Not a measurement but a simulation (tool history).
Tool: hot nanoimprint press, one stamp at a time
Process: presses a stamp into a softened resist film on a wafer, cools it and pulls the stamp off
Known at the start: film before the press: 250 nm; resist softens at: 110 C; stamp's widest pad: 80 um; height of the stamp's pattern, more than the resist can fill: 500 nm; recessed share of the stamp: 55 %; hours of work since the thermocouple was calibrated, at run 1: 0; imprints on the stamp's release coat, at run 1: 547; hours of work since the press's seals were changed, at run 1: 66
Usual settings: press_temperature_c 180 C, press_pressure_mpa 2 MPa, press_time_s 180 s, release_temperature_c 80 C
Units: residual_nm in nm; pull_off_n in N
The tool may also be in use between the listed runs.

run    hour  press_temperature_c  press_pressure_mpa  press_time_s  release_temperature_c  hours of work since the thermocouple was calibrated  imprints on the stamp's release coat  hours of work since the press's seals were changed  residual_nm  pull_off_n
  1       0                  180                   2           180                     80                                                    0                                   547                                                  66        126.6         151
  2    49.1                  180                   2           180                     80                                                   21                                   617                                                  87        126.5         148
  3   115.1                  180                   2           180                     80                                                   49                                   711                                                 115        126.1         155
  4   158.1                  180                   2           180                     80                                                   67                                   772                                                 133        126.6         158
      193.9  -- stamp cleaned and given a new release coat
  5   202.1                  180                1.36           180                     80                                                   83                                    12                                                 149          144         126
  6   267.1                  180                1.36           180                     80                                                  110                                   105                                                 176        143.4         128
  7   331.2                  180                   2           180                     80                                                  137                                   196                                                 203        125.3         135
  8   360.9                  180                   2            99                     80                                                  150                                   238                                                 216        153.7         131
  9   425.1                  180                   2            99                     80                                                  177                                   330                                                 243          153         139
 10   483.3                  180                   2           180                     80                                                  202                                   413                                                 267        124.7         141
 11   529.9                  180                   2            92                     80                                                  221                                   479                                                 287        156.6         145
 12   571.2                  180                   2           142                     80                                                  239                                   538                                                 305        135.5         144
 13     598                  180                   2           142                     80                                                  250                                   576                                                 316          136         145
 14   636.9                  180                   2           180                     83                                                  266                                   631                                                 332        124.5         146
 15     675                  180                   2           180                     83                                                  282                                   686                                                 348        124.2         149
 16   708.3                  180                   2           114                     83                                                  296                                   733                                                 362        145.5         150
 17   753.7                  180                   2           114                     83                                                  316                                   797                                                 382        144.9         155
      772.4  -- stamp cleaned and given a new release coat
 18   795.6                  180                   2           114                     83                                                  331                                    33                                                 397        145.4         123
 19   826.8                  180                 2.1           102                     80                                                  344                                    77                                                 410        148.2         127
 20     879                  191                3.06           180                     80                                                  366                                   151                                                 432         74.2         129
 21   933.8                  191                3.06           180                     80                                                  389                                   229                                                 455         74.3         131
 22   969.9                  191                2.56           180                     65                                                  404                                   281                                                 470         79.9         150
 23  1002.6                  191                1.94           191                     65                                                  418                                   327                                                 484         87.7         151
 24  1055.3                  190                2.12           146                     70                                                  440                                   403                                                 506         97.4         150
 25  1109.5                  181                1.57           101                     76                                                  463                                   480                                                 529        157.2         144
       1121  -- press's hydraulic seals changed and the load cell set to zero
 26  1164.2                  179                2.57           170                     68                                                  483                                   546                                                  18        116.1         160
 27  1210.1                  180                1.54           287                     80                                                  502                                   612                                                  38          111         147
 28  1252.6                  180                1.37           175                     80                                                  520                                   672                                                  56        139.1         149
 29  1305.5                  173                   2           225                     80                                                  543                                   747                                                  78        136.1         154

5 ways to go on from here, each from the tool as it stands after run 29. What would each give?
       1361  -- stamp cleaned and given a new release coat
  A  1367.6                  175                   2           206                     82                                                  566                                     9                                                 102            ?           ?
       1361  -- stamp cleaned and given a new release coat
  B  1367.6                  180                1.39           180                     80                                                  566                                     9                                                 102            ?           ?
       1361  -- stamp cleaned and given a new release coat
  C  1367.6                  173                3.07           225                     80                                                  566                                     9                                                 102            ?           ?
       1361  -- stamp cleaned and given a new release coat
  D  1367.6                  173                2.54           116                     80                                                  566                                     9                                                 102            ?           ?
       1361  -- stamp cleaned and given a new release coat
  E  1367.6                  176                1.34           118                     80                                                  566                                     9                                                 102            ?           ?

run  residual_nm  pull_off_n
  A        132.3         120
  B        137.3         125
  C        115.5         126
  D        155.4         125
  E        173.5         125
Without the tool's hidden state the same runs would have given:
run  residual_nm  pull_off_n
  A        140.6         122
  B        145.1         127
  C        123.7         127
  D        163.8         126
  E          181         127
